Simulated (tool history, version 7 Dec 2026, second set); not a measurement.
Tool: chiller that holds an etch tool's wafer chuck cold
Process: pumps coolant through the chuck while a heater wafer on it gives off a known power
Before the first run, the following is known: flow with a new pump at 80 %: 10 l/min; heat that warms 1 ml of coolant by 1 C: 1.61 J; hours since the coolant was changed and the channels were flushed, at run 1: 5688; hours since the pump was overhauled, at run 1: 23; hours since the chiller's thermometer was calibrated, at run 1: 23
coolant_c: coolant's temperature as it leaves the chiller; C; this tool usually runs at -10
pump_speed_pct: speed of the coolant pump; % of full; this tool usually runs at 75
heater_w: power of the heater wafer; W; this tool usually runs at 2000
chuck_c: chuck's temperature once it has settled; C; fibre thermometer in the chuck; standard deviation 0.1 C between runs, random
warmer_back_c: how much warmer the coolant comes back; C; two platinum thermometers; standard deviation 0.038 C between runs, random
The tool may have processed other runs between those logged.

run,hour,coolant_c,pump_speed_pct,heater_w,hours since the coolant was changed and the channels were flushed,hours since the pump was overhauled,hours since the chiller's thermometer was calibrated,chuck_c,warmer_back_c
1,0.0,-10,75,2000,5688,23,23,6.3,7.92
2,169.2,-10,75,2000,5858,193,193,6.3,7.95
# hour 241.1: coolant changed, channels flushed
3,372.7,-10,75,2000,132,390,390,4.2,7.95
4,577.4,-10,75,2000,336,595,595,4.2,7.95
5,764.8,-10,75,2000,524,782,782,4.3,8.06
6,858.1,-10,75,2000,617,875,875,4.4,8.03
7,1078.0,-10,75,2000,837,1095,1095,4.5,8.16
8,1254.4,-10,94,2000,1013,1272,1272,1.9,6.37
9,1423.4,-8,75,2000,1182,1441,1441,6.6,8.09
10,1646.7,-2,75,2000,1406,1664,1664,12.4,8.08
11,1872.1,-2,75,2000,1631,1890,1890,12.9,8.19
12,1971.8,-2,79,2000,1731,1989,1989,12.1,7.75
13,2162.2,-10,75,2000,1921,2180,2180,4.9,8.17
14,2275.5,-10,75,2000,2034,2293,2293,4.8,8.27
15,2409.8,-5,75,2000,2169,2427,2427,9.9,8.22
16,2618.8,-15,75,2000,2378,2636,2636,0.0,8.24
17,2775.3,-15,75,2000,2534,2793,2793,0.2,8.28
# hour 2791.1: chiller's thermometer calibrated
18,2985.0,-15,67,1846,2743,3001,194,0.1,8.57
19,3105.5,-15,62,1307,2863,3122,314,-3.7,6.67
20,3316.9,-15,62,1307,3075,3333,526,-3.5,6.59
21,3465.8,-12,70,1502,3224,3482,675,0.1,6.78
22,3623.0,-6,95,1506,3381,3639,832,3.1,4.92
23,3739.4,-16,75,2911,3497,3756,948,6.5,12.23
# hour 3796.7: chiller's thermometer calibrated, once more
24,3955.9,-4,75,2911,3713,3971,159,19.5,12.22
25,4112.1,-10,80,1178,3869,4128,315,-0.8,4.62
26,4240.2,-10,80,1178,3997,4256,444,-0.8,4.65
27,4333.5,-12,75,1022,4090,4349,537,-3.7,4.32
28,4452.4,-12,75,1022,4209,4468,656,-3.7,4.32
29,4641.3,-14,70,1772,4398,4657,845,1.5,8.04
30,4814.3,-19,77,2673,4571,4830,1018,2.6,11.08
31,5039.9,-11,75,2000,4797,5055,1243,5.6,8.57

What differs in the tool's unlogged condition from the final listed run ahead of each entry between runs to the first listed run following it?
From run 2 to run 3: coolant changed, channels flushed (hour 241.1)
  heat passed by the chuck's channels, % of clean ones': 81.3 -> 99.4; flow at a given pump speed, % of a new pump's: 100 -> 99.7; coolant's true temperature over the reading, C: -0.09 -> -0.11
  what was measured, less what the result would be without the hidden state, chuck_c: +2.0 -> -0.1 C; warmer_back_c: +0.00 -> +0.02 C
From run 17 to run 18: chiller's thermometer calibrated (hour 2791.1)
  heat passed by the chuck's channels, % of clean ones': 92 -> 91.4; flow at a given pump speed, % of a new pump's: 96.3 -> 96; coolant's true temperature over the reading, C: -0.41 -> -0.69
  what was measured, less what the result would be without the hidden state, chuck_c: +0.8 -> +0.7 C; warmer_back_c: +0.31 -> +0.34 C
From run 23 to run 24: chiller's thermometer calibrated, once more (hour 3796.7)
  heat passed by the chuck's channels, % of clean ones': 89 -> 88.4; flow at a given pump speed, % of a new pump's: 94.9 -> 94.6; coolant's true temperature over the reading, C: -0.78 -> -0.02
  what was measured, less what the result would be without the hidden state, chuck_c: +1.8 -> +2.8 C; warmer_back_c: +0.63 -> +0.66 C
